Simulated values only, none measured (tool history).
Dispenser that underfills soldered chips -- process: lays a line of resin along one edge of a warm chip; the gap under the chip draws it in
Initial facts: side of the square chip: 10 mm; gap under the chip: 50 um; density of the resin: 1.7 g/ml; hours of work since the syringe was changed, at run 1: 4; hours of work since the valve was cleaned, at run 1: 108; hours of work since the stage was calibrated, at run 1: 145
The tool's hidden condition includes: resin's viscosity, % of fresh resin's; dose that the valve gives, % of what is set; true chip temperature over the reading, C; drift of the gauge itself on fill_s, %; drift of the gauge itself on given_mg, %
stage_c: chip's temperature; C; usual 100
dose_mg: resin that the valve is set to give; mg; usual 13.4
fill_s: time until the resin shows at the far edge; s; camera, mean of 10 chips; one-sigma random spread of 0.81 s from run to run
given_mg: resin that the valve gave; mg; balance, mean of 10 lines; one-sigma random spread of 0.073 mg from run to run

run   hour  stage_c  dose_mg  hours of work since the syringe was changed  hours of work since the valve was cleaned  hours of work since the stage was calibrated  fill_s  given_mg
  1      0      100     13.4                                            4                                        108                                           145   111.5     12.15
       7.3  -- new syringe of resin
  2    7.4      100     13.4                                            0                                        114                                           150    74.6     11.98
  3   15.4      100     13.4                                            6                                        120                                           157   127.8     11.99
      20.7  -- new syringe of resin
  4   21.6      100     13.4                                            1                                        124                                           161    80.1     11.86
  5   28.4      100     11.4                                            6                                        130                                           166   132.9      9.96
      33.7  -- new syringe of resin
  6   33.7      100     11.4                                            0                                        134                                           170    79.3     10.07
      35.9  -- dispensing valve cleaned and set on the balance
  7   43.6      100     11.4                                            7                                          6                                           177   135.2     11.26
        48  -- new syringe of resin
  8   52.6      100     11.4                                            4                                         13                                           184     103     11.24
  9   60.4      100     11.4                                           10                                         19                                           190   173.8     11.12
      61.5  -- new syringe of resin
 10   65.7      100       16                                            3                                         23                                           194    97.2     15.66
 11   71.4      100       16                                            8                                         27                                           198   137.2     15.41
      74.7  -- new syringe of resin
 12   79.8      100     13.4                                            4                                         33                                           205   105.6     12.92
 13   86.7      101     13.4                                            9                                         39                                           210   157.9     12.77
      87.8  -- new syringe of resin
 14   96.1      101     13.4                                            6                                         46                                           217   123.6     12.69
     101.3  -- new syringe of resin
 15  104.9      100     13.4                                            3                                         52                                           224    94.8     12.63
 16  109.3      100     13.4                                            6                                         56                                           227   122.9      12.7
     114.6  -- new syringe of resin
 17  118.5      100     15.4                                            3                                         63                                           234    94.2      14.4
 18  122.9      100     15.7                                            6                                         66                                           237   124.9     14.67
 19    127      100     15.7                                           10                                         69                                           241   159.6     14.57
     128.2  -- new syringe of resin
 20  133.2      102     16.7                                            4                                         74                                           245    92.5     15.46
 21  137.4      106     13.4                                            7                                         77                                           249   109.3     12.31
     141.5  -- new syringe of resin
 22  142.4      103     13.4                                            1                                         81                                           252    70.6     12.36
 23  149.8      110     12.1                                            6                                         87                                           258    90.3     11.08
 24    154      100     11.6                                           10                                         90                                           261   174.6     10.59
     154.8  -- new syringe of resin
 25  161.5       97     12.4                                            5                                         95                                           267   131.6     11.33
 26  165.4       87     16.6                                            8                                         98                                           270   232.8     14.91
     167.8  -- new syringe of resin
 27  169.7       88     13.9                                            1                                        102                                           273   135.7     12.47
 28  176.1       88     12.3                                            6                                        107                                           278   209.8     11.03
     180.9  -- new syringe of resin
 29  185.5       88     12.3                                            4                                        114                                           285   167.8     10.94
     193.9  -- new syringe of resin
 30  194.2      100     16.9                                            0                                        120                                           291      74        15
 31  198.5      100     16.9                                            4                                        123                                           295      98     14.71
 32  206.1      100     16.9                                            9                                        129                                           301     159     14.72
     207.2  -- new syringe of resin
     213.7  -- dispensing valve cleaned and set on the balance
 33  215.3       88     15.3                                            6                                          1                                           307   180.4     15.11
     221.4  -- new syringe of resin
 34    222       88     14.3                                            0                                          6                                           312   119.6     14.28
 35  227.5       88     14.3                                            5                                         10                                           316   166.8      14.2
 36  233.3       88     14.3                                            9                                         15                                           321   243.1      14.1

Below, some changes in fill_s between adjacent runs. For each, the amount present without the hidden state too (settings, incoming material, random variation) and the amount remaining for the hidden state with gauge scatter not shared by both compared results:
Run 25 -> 26: stage_c 97 -> 87, dose_mg 12.4 -> 16.6. fill_s +101.2 s: hidden state +66.4, all else +34.8.
Run 26 -> 27: stage_c 87 -> 88, dose_mg 16.6 -> 13.9, new syringe of resin. fill_s -97.1 s: hidden state -97.3, all else +0.2.
Run 27 -> 28: dose_mg 13.9 -> 12.3. fill_s +74.1 s: hidden state +72.6, all else +1.5.
Run 29 -> 30: stage_c 88 -> 100, dose_mg 12.3 -> 16.9, new syringe of resin. fill_s -93.8 s: hidden state -46, all else -47.8.
Run 35 -> 36: nothing adjusted, nothing logged. fill_s +76.3 s: hidden state +76.2, all else +0.1.

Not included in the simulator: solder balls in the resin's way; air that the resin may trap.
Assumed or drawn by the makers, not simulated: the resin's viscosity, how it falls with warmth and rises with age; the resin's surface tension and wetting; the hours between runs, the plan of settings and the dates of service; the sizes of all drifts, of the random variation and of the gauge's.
